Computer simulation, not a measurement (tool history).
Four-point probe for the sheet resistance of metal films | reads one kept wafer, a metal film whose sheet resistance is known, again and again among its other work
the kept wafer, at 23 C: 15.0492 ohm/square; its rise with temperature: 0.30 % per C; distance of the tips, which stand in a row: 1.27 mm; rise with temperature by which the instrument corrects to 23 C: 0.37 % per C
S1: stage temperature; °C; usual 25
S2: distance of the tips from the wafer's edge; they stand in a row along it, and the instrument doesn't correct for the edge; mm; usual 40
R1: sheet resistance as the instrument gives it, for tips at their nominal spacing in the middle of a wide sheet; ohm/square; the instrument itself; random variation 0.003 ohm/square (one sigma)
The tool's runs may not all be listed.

{"run": 1, "day": 0.0, "S1": 25, "S2": 40, "R1": 15.029021}
{"run": 2, "day": 1.9, "S1": 19, "S2": 40, "R1": 15.097232}
{"run": 3, "day": 3.067, "S1": 19, "S2": 40, "R1": 15.09804}
{"run": 4, "day": 5.054, "S1": 25, "S2": 3, "R1": 16.340915}
{"run": 5, "day": 5.958, "S1": 25, "S2": 3, "R1": 16.333491}
{"run": 6, "day": 7.367, "S1": 25, "S2": 3, "R1": 16.334943}
{"run": 7, "day": 8.321, "S1": 25, "S2": 3, "R1": 16.337864}
{"run": 8, "day": 10.3, "S1": 25, "S2": 40, "R1": 15.033468}
{"run": 9, "day": 12.138, "S1": 25, "S2": 40, "R1": 15.023779}
{"run": 10, "day": 13.371, "S1": 25, "S2": 40, "R1": 15.027995}
{"run": 11, "day": 14.721, "S1": 28, "S2": 40, "R1": 14.999395}
{"run": 12, "day": 16.617, "S1": 25, "S2": 40, "R1": 15.026968}
{"run": 13, "day": 17.862, "S1": 25, "S2": 40, "R1": 15.028436}
{"run": 14, "day": 19.346, "S1": 25, "S2": 40, "R1": 15.021515}
{"run": 15, "day": 21.412, "S1": 18, "S2": 40, "R1": 15.094195}
{"run": 16, "day": 22.767, "S1": 18, "S2": 40, "R1": 15.093099}
{"run": 17, "day": 23.721, "S1": 18, "S2": 40, "R1": 15.091698}
{"run": 18, "day": 25.738, "S1": 25, "S2": 40, "R1": 15.022813}
{"run": 19, "day": 27.292, "S1": 25, "S2": 40, "R1": 15.020685}
{"run": 20, "day": 29.042, "S1": 25, "S2": 40, "R1": 15.021138}
{"run": 21, "day": 30.721, "S1": 22, "S2": 37, "R1": 15.050456}
{"run": 22, "day": 32.025, "S1": 24, "S2": 19, "R1": 15.060076}
{"day": 32.225, "done": "stage's thermometer calibrated"}
{"run": 23, "day": 33.112, "S1": 24, "S2": 19, "R1": 15.054666}
{"run": 24, "day": 34.646, "S1": 24, "S2": 19, "R1": 15.051511}
{"run": 25, "day": 35.588, "S1": 23, "S2": 7, "R1": 15.291667}
{"run": 26, "day": 37.45, "S1": 23, "S2": 7, "R1": 15.288438}
{"day": 37.817, "done": "stage's thermometer calibrated, once more"}
{"run": 27, "day": 39.504, "S1": 23, "S2": 7, "R1": 15.298103}
{"run": 28, "day": 41.525, "S1": 19, "S2": 14, "R1": 15.139115}
{"run": 29, "day": 43.483, "S1": 32, "S2": 44, "R1": 14.953362}
{"run": 30, "day": 44.808, "S1": 30, "S2": 36, "R1": 14.970346}
{"run": 31, "day": 46.012, "S1": 33, "S2": 4, "R1": 15.696896}
{"run": 32, "day": 48.008, "S1": 25, "S2": 5, "R1": 15.513494}
{"run": 33, "day": 50.108, "S1": 25, "S2": 33, "R1": 15.022666}

Forecast run 34:
{"run": 34, "day": 51.058, "S1": 20, "S2": 17, "R1": "?"}

{"run 34": {"R1": 15.102905}}
Without the tool's hidden state the same run would have given R1 15.123983 ohm/square.
